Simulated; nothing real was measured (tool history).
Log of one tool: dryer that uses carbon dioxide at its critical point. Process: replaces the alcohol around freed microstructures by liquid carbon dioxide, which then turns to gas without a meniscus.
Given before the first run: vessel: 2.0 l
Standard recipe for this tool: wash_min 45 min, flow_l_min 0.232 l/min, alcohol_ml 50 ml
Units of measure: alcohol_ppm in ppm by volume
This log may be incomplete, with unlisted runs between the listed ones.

run   hour  wash_min  flow_l_min  alcohol_ml  alcohol_ppm
  1      0        45       0.232          50          686
  2   20.8        45       0.232          50          692
  3   44.9        45       0.232          50          717
  4   70.2        45       0.232          50          743
  5   95.1        45       0.232          50          742
  6  117.3        45       0.231          50          758
  7  130.4        45       0.232          50          770
  8  156.7        45       0.232          50          787
  9  176.8        45       0.232          50          768
 10  189.1        70       0.183          85          656
 11  215.9        70       0.183          85          691
 12  236.5        70       0.348          85           94
 13  263.3        44       0.318          52          280
 14    277        67       0.211          22          180
 15  299.8        45       0.352          34          159

Predict each of these 4 candidate next runs independently; none follows another, all start after run 15:
     311.4  -- inlet filter changed
  A  314.7        59       0.336          31            ?
     311.4  -- inlet filter changed
  B  314.7        45       0.232          63            ?
     311.4  -- inlet filter changed
  C  314.7        47       0.198          50            ?
     311.4  -- inlet filter changed
  D  314.7        45       0.225          91            ?

run  alcohol_ppm
  A           99
  B          842
  C         1025
  D         1312
Take away the tool's hidden state, keep each run's random variation, and the runs would have read:
run  alcohol_ppm
  A           15
  B          750
  C          933
  D         1217

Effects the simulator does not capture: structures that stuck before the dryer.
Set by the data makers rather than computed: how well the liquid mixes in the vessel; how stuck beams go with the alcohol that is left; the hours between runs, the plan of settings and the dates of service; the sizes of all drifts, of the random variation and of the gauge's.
